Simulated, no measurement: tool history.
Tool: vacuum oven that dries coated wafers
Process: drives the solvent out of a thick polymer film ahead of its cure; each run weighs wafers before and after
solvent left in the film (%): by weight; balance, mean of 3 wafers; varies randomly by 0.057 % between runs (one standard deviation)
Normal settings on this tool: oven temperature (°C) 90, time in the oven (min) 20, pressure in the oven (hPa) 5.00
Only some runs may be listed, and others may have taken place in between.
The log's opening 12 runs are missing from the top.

run     day  oven temperature (°C)  time in the oven (min)  pressure in the oven (hPa)  solvent left in the film (%)
 13  11.612                     82                      20                        5.00                          6.24
 14  12.392                     85                      20                        5.00                          4.84
 15  13.225                     85                      20                        5.00                          4.85
 16  14.533                     76                      20                        5.00                          8.76
 17  15.192                     90                      20                        4.11                          2.78
 18  16.300                     90                      20                        5.00                          2.71
 19  17.246                     90                      20                        4.51                          2.89
 20  18.204                     90                      20                       13.86                          2.99
 21  18.854                     90                      20                       10.04                          2.90
 22  19.838                     90                      20                        4.41                          2.70
 23  20.442                     90                      20                        4.41                          2.81
 24  21.417                     90                      12                        5.00                          5.73
 25  22.458                     90                      12                        5.00                          5.56
 26  23.467                     90                      12                        5.00                          5.62
 27  24.617                     90                      12                        5.00                          5.60
 28  25.912                     90                      20                        5.00                          2.85
 29  26.533                     90                      20                        5.00                          2.81
 30  27.479                     90                      20                        5.00                          2.86
 31  28.646                     88                      20                        5.00                          3.54
 32  29.383                     88                      20                        5.00                          3.56

The next listed run, before its measurement:
 33  30.621                     90                      20                        5.05                             ?

{"run 33": {"solvent left in the film (%)": 2.87}}
If the tool had no hidden condition, the same run with the same run-to-run variation would have returned solvent left in the film (%) 2.86.

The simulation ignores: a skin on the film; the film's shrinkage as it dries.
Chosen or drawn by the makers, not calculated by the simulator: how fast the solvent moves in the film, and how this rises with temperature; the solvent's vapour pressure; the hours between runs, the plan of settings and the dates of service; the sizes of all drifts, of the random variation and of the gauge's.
